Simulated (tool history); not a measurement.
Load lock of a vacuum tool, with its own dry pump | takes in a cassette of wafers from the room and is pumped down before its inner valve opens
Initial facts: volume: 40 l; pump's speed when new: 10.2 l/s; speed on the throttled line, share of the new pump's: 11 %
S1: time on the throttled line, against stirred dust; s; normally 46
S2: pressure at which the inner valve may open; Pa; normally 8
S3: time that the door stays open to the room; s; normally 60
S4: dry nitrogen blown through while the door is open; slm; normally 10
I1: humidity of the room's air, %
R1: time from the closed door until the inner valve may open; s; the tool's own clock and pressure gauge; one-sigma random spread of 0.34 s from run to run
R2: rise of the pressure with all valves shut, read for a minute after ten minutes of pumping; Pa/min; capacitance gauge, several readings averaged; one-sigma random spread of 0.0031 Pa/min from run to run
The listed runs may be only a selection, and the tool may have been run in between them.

run	day	S1	S2	S3	S4	I1	R1	R2
1	0	46	8	60	10	48.3	81.1	0.086
2	7.492	46	8	118	10	41.8	82	0.129
3	15.767	46	13	60	10	42.9	79.8	0.086
4	23.367	46	13	60	10	42.6	79.9	0.097
5	31.854	46	13	60	10	43.6	79.6	0.102
6	40.442	46	8	60	10	44	81.7	0.107
7	48.608	46	8	60	10	44.4	82.4	0.11
8	53.529	46	8	60	10	49.3	82.5	0.126
9	65.25	46	8	60	9	45.1	82.3	0.129
10	72.008	46	8	60	9	45.8	83.1	0.145
11	84.117	46	8	60	10	45.2	83	0.158
12	94.112	46	8	60	10	47.1	82.8	0.163
13	104.8	46	8	60	10	41	83.3	0.174
14	114.171	46	8	60	10	43.8	83.3	0.184
15	122.288	46	8	60	10	45.9	83.2	0.202
16	127.358	46	8	60	10	43	82.6	0.203
17	138.6	46	8	60	10	42.9	83.5	0.221
18	149.542	46	8	60	10	44.7	83.5	0.252
19	155.779	46	8	60	10	45.9	84	0.25
20	163.15	29	10	78	37	44.4	68	0.251
21	175.2	46	8	60	31	42.3	83.5	0.258
22	181.692	46	8	60	31	45.4	84.1	0.278
23	189.733	46	6	151	31	44.7	86	0.34
24	196.708	69	8	60	8	48.5	104.1	0.334
25	207.642	69	8	60	8	44.7	104.2	0.351
26	213.321	69	12	60	8	47.5	101.7	0.364
27	224.571	77	8	82	8	44.2	111.4	0.401
28	235.288	77	8	82	8	45.2	112.1	0.42
29	240.329	34	12	35	6	43	71.6	0.389
30	252.221	34	12	35	6	49.3	72.3	0.428
# day 262.446: dry pump taken out, an overhauled one fitted
31	263.75	46	8	176	7	43.9	78.6	0.574
32	269.933	46	7	181	37	46.7	78.8	0.533
33	275.642	46	7	26	10	46.3	79	0.46
34	285.175	26	11	34	40	46.9	59.6	0.469
35	295.696	62	8	34	40	50.4	93.3	0.501
36	306.908	30	14	165	10	42.7	62.1	0.642
37	312.475	46	8	150	10	45.7	78.7	0.67

Here are 3 independent what-if runs from the current tool condition. What would each one return?
A	322.246	46	14	185	10	43.7	?	?
B	322.246	47	7	150	10	44.9	?	?
C	322.246	35	13	89	10	46.3	?	?

run	R1	R2
A	76.4	0.71
B	80.2	0.677
C	67.6	0.647
Stripped of hidden state, with their random variation kept, the same runs would have yielded:
run	R1	R2
A	75.8	0.168
B	79.5	0.137
C	66.9	0.107
